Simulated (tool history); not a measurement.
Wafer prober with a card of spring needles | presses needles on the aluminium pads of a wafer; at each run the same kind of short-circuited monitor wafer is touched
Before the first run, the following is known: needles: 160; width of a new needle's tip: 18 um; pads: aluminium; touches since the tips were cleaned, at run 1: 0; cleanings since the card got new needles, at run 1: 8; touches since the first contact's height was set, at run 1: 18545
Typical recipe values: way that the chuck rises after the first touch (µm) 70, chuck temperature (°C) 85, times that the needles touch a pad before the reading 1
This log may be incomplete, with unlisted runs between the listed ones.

run,day,way that the chuck rises after the first touch (µm),chuck temperature (°C),times that the needles touch a pad before the reading,touches since the tips were cleaned,cleanings since the card got new needles,touches since the first contact's height was set,resistance of one needle with its contact and lead (mohm),way that a needle slides on the pad (µm)
1,0,70,85,1,0,8,18545,165,10.89
# day 0.225: tips cleaned on abrasive film
2,0.362,70,85,1,1394,9,22139,203,10.74
# day 0.433: tips cleaned on abrasive film
# day 0.654: tips cleaned on abrasive film
3,0.696,70,85,1,433,11,25410,171,10.69
# day 0.825: tips cleaned on abrasive film, once more
4,0.883,70,85,1,589,12,27250,168,10.79
# day 1.042: tips cleaned on abrasive film
5,1.2,70,85,1,1620,13,30417,183,10.79
# day 1.275: tips cleaned on abrasive film
# day 1.496: tips cleaned on abrasive film
6,1.633,70,72,1,1372,15,34649,182,10.63
# day 1.721: tips cleaned on abrasive film
# day 1.917: tips cleaned on abrasive film
7,2.029,70,72,1,1139,17,38571,176,10.56
# day 2.125: tips cleaned on abrasive film
# day 2.342: tips cleaned on abrasive film
8,2.446,73,26,1,1022,19,42648,163,10.97
# day 2.55: tips cleaned on abrasive film
# day 2.758: tips cleaned on abrasive film
9,2.817,73,26,1,591,21,46310,158,11.01
# day 2.983: tips cleaned on abrasive film
# day 3.188: tips cleaned on abrasive film
10,3.2,63,32,1,131,23,50095,160,9.35
# day 3.388: tips cleaned on abrasive film
# day 3.596: tips cleaned on abrasive film
11,3.621,89,29,2,249,25,54213,152,13.45
# day 3.825: tips cleaned on abrasive film
12,3.838,89,29,2,99,26,56344,149,13.41
# day 4.025: tips cleaned on abrasive film
13,4.117,76,82,1,948,27,59138,169,11.27

5 options for the next run, each taken on its own from the tool as it stands now. Forecast them:
# day 4.254: tips cleaned on abrasive film
# day 4.467: tips cleaned on abrasive film
A,4.533,80,58,2,651,29,63223,?,?
# day 4.254: tips cleaned on abrasive film
# day 4.467: tips cleaned on abrasive film
B,4.533,70,26,1,651,29,63223,?,?
# day 4.254: tips cleaned on abrasive film
# day 4.467: tips cleaned on abrasive film
C,4.533,51,87,2,651,29,63223,?,?
# day 4.254: tips cleaned on abrasive film
# day 4.467: tips cleaned on abrasive film
D,4.533,63,35,2,651,29,63223,?,?
# day 4.254: tips cleaned on abrasive film
# day 4.467: tips cleaned on abrasive film
E,4.533,76,82,2,651,29,63223,?,?

run,resistance of one needle with its contact and lead (mohm),way that a needle slides on the pad (µm)
A,162,12.13
B,163,10.36
C,180,7.39
D,165,9.31
E,170,11.46
Stripped of hidden state, with their random variation kept, the same runs would have yielded:
run,resistance of one needle with its contact and lead (mohm),way that a needle slides on the pad (µm)
A,155,12.69
B,149,10.91
C,165,7.93
D,154,9.86
E,162,12.02
